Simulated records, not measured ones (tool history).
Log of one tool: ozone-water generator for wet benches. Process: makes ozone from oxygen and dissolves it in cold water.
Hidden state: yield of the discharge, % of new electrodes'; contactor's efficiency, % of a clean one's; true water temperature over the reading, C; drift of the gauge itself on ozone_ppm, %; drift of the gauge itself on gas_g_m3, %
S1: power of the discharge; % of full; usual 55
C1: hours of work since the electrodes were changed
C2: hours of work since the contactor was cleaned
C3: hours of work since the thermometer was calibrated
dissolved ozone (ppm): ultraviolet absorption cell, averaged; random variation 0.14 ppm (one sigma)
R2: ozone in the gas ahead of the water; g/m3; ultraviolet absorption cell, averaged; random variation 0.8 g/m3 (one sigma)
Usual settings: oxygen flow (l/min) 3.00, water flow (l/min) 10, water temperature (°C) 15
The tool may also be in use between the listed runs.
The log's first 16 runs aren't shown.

-- hour=1887.0 contactor cleaned
run 17 hour=1959.6 | S1=55 oxygen_flow_(l/min)=3.00 water_flow_(l/min)=10 water_temperature_(°C)=15 | C1=6754 C2=60 C3=1287 | dissolved_ozone_(ppm)=14.8 R2=107.8
run 18 hour=2038.9 | S1=55 oxygen_flow_(l/min)=3.00 water_flow_(l/min)=10 water_temperature_(°C)=15 | C1=6820 C2=126 C3=1353 | dissolved_ozone_(ppm)=14.6 R2=107.0
run 19 hour=2113.8 | S1=55 oxygen_flow_(l/min)=3.00 water_flow_(l/min)=10 water_temperature_(°C)=15 | C1=6882 C2=188 C3=1415 | dissolved_ozone_(ppm)=14.6 R2=106.9
run 20 hour=2282.7 | S1=55 oxygen_flow_(l/min)=3.00 water_flow_(l/min)=11 water_temperature_(°C)=21 | C1=7022 C2=327 C3=1555 | dissolved_ozone_(ppm)=12.3 R2=107.2
run 21 hour=2392.9 | S1=55 oxygen_flow_(l/min)=3.00 water_flow_(l/min)=11 water_temperature_(°C)=21 | C1=7113 C2=419 C3=1646 | dissolved_ozone_(ppm)=12.2 R2=104.7
run 22 hour=2568.3 | S1=98 oxygen_flow_(l/min)=3.00 water_flow_(l/min)=11 water_temperature_(°C)=8 | C1=7258 C2=564 C3=1791 | dissolved_ozone_(ppm)=23.2 R2=166.5
run 23 hour=2738.6 | S1=98 oxygen_flow_(l/min)=3.00 water_flow_(l/min)=11 water_temperature_(°C)=8 | C1=7399 C2=705 C3=1932 | dissolved_ozone_(ppm)=22.9 R2=165.3
run 24 hour=2891.7 | S1=53 oxygen_flow_(l/min)=3.00 water_flow_(l/min)=11 water_temperature_(°C)=8 | C1=7526 C2=831 C3=2059 | dissolved_ozone_(ppm)=14.2 R2=103.7
run 25 hour=2964.1 | S1=74 oxygen_flow_(l/min)=3.00 water_flow_(l/min)=9 water_temperature_(°C)=14 | C1=7586 C2=891 C3=2119 | dissolved_ozone_(ppm)=19.2 R2=132.7
run 26 hour=3082.6 | S1=74 oxygen_flow_(l/min)=3.00 water_flow_(l/min)=9 water_temperature_(°C)=14 | C1=7684 C2=989 C3=2217 | dissolved_ozone_(ppm)=19.3 R2=130.9
run 27 hour=3155.4 | S1=74 oxygen_flow_(l/min)=3.00 water_flow_(l/min)=9 water_temperature_(°C)=14 | C1=7744 C2=1050 C3=2277 | dissolved_ozone_(ppm)=19.2 R2=131.8
run 28 hour=3244.7 | S1=74 oxygen_flow_(l/min)=3.00 water_flow_(l/min)=9 water_temperature_(°C)=14 | C1=7818 C2=1124 C3=2351 | dissolved_ozone_(ppm)=19.6 R2=132.0
run 29 hour=3420.2 | S1=55 oxygen_flow_(l/min)=3.00 water_flow_(l/min)=12 water_temperature_(°C)=11 | C1=7963 C2=1269 C3=2496 | dissolved_ozone_(ppm)=13.0 R2=104.6
run 30 hour=3594.5 | S1=40 oxygen_flow_(l/min)=1.71 water_flow_(l/min)=10 water_temperature_(°C)=15 | C1=8107 C2=1413 C3=2640 | dissolved_ozone_(ppm)=10.3 R2=104.5
run 31 hour=3708.2 | S1=55 oxygen_flow_(l/min)=3.26 water_flow_(l/min)=7 water_temperature_(°C)=15 | C1=8201 C2=1507 C3=2734 | dissolved_ozone_(ppm)=17.5 R2=100.1
-- hour=3804.6 water thermometer calibrated
run 32 hour=3814.1 | S1=55 oxygen_flow_(l/min)=2.50 water_flow_(l/min)=10 water_temperature_(°C)=21 | C1=8289 C2=1594 C3=8 | dissolved_ozone_(ppm)=12.5 R2=111.4

4 ways to go on from here, each from the tool as it stands after run 32. What would each give?
run A hour=3955.5 | S1=42 oxygen_flow_(l/min)=2.50 water_flow_(l/min)=10 water_temperature_(°C)=21 | C1=8406 C2=1711 C3=125 | dissolved_ozone_(ppm)=? R2=?
run B hour=3955.5 | S1=82 oxygen_flow_(l/min)=2.04 water_flow_(l/min)=10 water_temperature_(°C)=21 | C1=8406 C2=1711 C3=125 | dissolved_ozone_(ppm)=? R2=?
run C hour=3955.5 | S1=75 oxygen_flow_(l/min)=2.50 water_flow_(l/min)=10 water_temperature_(°C)=20 | C1=8406 C2=1711 C3=125 | dissolved_ozone_(ppm)=? R2=?
run D hour=3955.5 | S1=83 oxygen_flow_(l/min)=3.00 water_flow_(l/min)=10 water_temperature_(°C)=15 | C1=8406 C2=1711 C3=125 | dissolved_ozone_(ppm)=? R2=?

run=A dissolved_ozone_(ppm)=10.2 R2=90.4
run=B dissolved_ozone_(ppm)=16.6 R2=164.1
run=C dissolved_ozone_(ppm)=15.9 R2=141.6
run=D dissolved_ozone_(ppm)=19.0 R2=140.6
Without the tool's hidden state the same runs would have given:
run=A dissolved_ozone_(ppm)=11.7 R2=103.3
run=B dissolved_ozone_(ppm)=21.7 R2=213.5
run=C dissolved_ozone_(ppm)=20.5 R2=181.1
run=D dissolved_ozone_(ppm)=24.9 R2=183.2

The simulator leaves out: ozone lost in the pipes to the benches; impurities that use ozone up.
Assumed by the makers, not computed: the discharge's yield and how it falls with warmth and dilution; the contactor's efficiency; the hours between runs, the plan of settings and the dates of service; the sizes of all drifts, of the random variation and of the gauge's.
